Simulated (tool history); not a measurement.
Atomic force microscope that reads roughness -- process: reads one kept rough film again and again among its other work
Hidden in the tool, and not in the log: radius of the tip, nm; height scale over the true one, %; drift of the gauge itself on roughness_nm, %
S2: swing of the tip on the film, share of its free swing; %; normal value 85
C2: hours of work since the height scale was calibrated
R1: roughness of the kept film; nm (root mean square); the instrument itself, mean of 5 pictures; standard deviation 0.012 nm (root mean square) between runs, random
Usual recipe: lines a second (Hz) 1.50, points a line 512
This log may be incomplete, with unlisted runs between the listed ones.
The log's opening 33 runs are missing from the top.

run 34 hour=1506.1 | lines_a_second_(Hz)=1.81 S2=83 points_a_line=446 | pictures_with_this_tip=187 C2=899 | R1=2.209
run 35 hour=1549.4 | lines_a_second_(Hz)=1.50 S2=77 points_a_line=895 | pictures_with_this_tip=274 C2=931 | R1=2.213
-- hour=1603.8 new tip fitted
run 36 hour=1604.5 | lines_a_second_(Hz)=1.50 S2=86 points_a_line=393 | pictures_with_this_tip=2 C2=972 | R1=2.868
run 37 hour=1645.5 | lines_a_second_(Hz)=1.50 S2=86 points_a_line=393 | pictures_with_this_tip=84 C2=1002 | R1=2.592
run 38 hour=1700.7 | lines_a_second_(Hz)=1.50 S2=86 points_a_line=393 | pictures_with_this_tip=194 C2=1043 | R1=2.281
-- hour=1730.2 height scale calibrated on a step standard
run 39 hour=1745.7 | lines_a_second_(Hz)=1.50 S2=86 points_a_line=393 | pictures_with_this_tip=282 C2=12 | R1=1.993
run 40 hour=1783.6 | lines_a_second_(Hz)=1.50 S2=86 points_a_line=393 | pictures_with_this_tip=358 C2=39 | R1=1.867
-- hour=1792.4 new tip fitted
run 41 hour=1836.8 | lines_a_second_(Hz)=1.50 S2=86 points_a_line=393 | pictures_with_this_tip=89 C2=78 | R1=2.466
run 42 hour=1871.4 | lines_a_second_(Hz)=1.38 S2=72 points_a_line=512 | pictures_with_this_tip=158 C2=104 | R1=2.530
run 43 hour=1906.0 | lines_a_second_(Hz)=1.38 S2=72 points_a_line=512 | pictures_with_this_tip=228 C2=129 | R1=2.351
run 44 hour=1964.2 | lines_a_second_(Hz)=1.38 S2=72 points_a_line=316 | pictures_with_this_tip=344 C2=172 | R1=2.075
-- hour=1979.5 new tip fitted
run 45 hour=1994.5 | lines_a_second_(Hz)=0.78 S2=62 points_a_line=409 | pictures_with_this_tip=30 C2=194 | R1=3.144
run 46 hour=2037.3 | lines_a_second_(Hz)=0.78 S2=62 points_a_line=409 | pictures_with_this_tip=116 C2=226 | R1=2.791
run 47 hour=2068.8 | lines_a_second_(Hz)=2.74 S2=60 points_a_line=676 | pictures_with_this_tip=179 C2=249 | R1=2.504
run 48 hour=2115.7 | lines_a_second_(Hz)=2.74 S2=60 points_a_line=676 | pictures_with_this_tip=273 C2=284 | R1=2.258
run 49 hour=2146.9 | lines_a_second_(Hz)=3.23 S2=90 points_a_line=981 | pictures_with_this_tip=335 C2=307 | R1=1.547
-- hour=2169.3 new tip fitted
run 50 hour=2208.8 | lines_a_second_(Hz)=3.23 S2=90 points_a_line=981 | pictures_with_this_tip=79 C2=352 | R1=2.023

Branching from run 50: 3 alternative next runs. What would each branch give?
run A hour=2249.4 | lines_a_second_(Hz)=3.23 S2=65 points_a_line=981 | pictures_with_this_tip=161 C2=382 | R1=?
run B hour=2249.4 | lines_a_second_(Hz)=3.23 S2=90 points_a_line=545 | pictures_with_this_tip=161 C2=382 | R1=?
run C hour=2249.4 | lines_a_second_(Hz)=3.23 S2=90 points_a_line=389 | pictures_with_this_tip=161 C2=382 | R1=?

run=A R1=2.431
run=B R1=1.811
run=C R1=1.799
What these runs would have given with no unlogged condition in the tool:
run=A R1=2.989
run=B R1=2.226
run=C R1=2.211
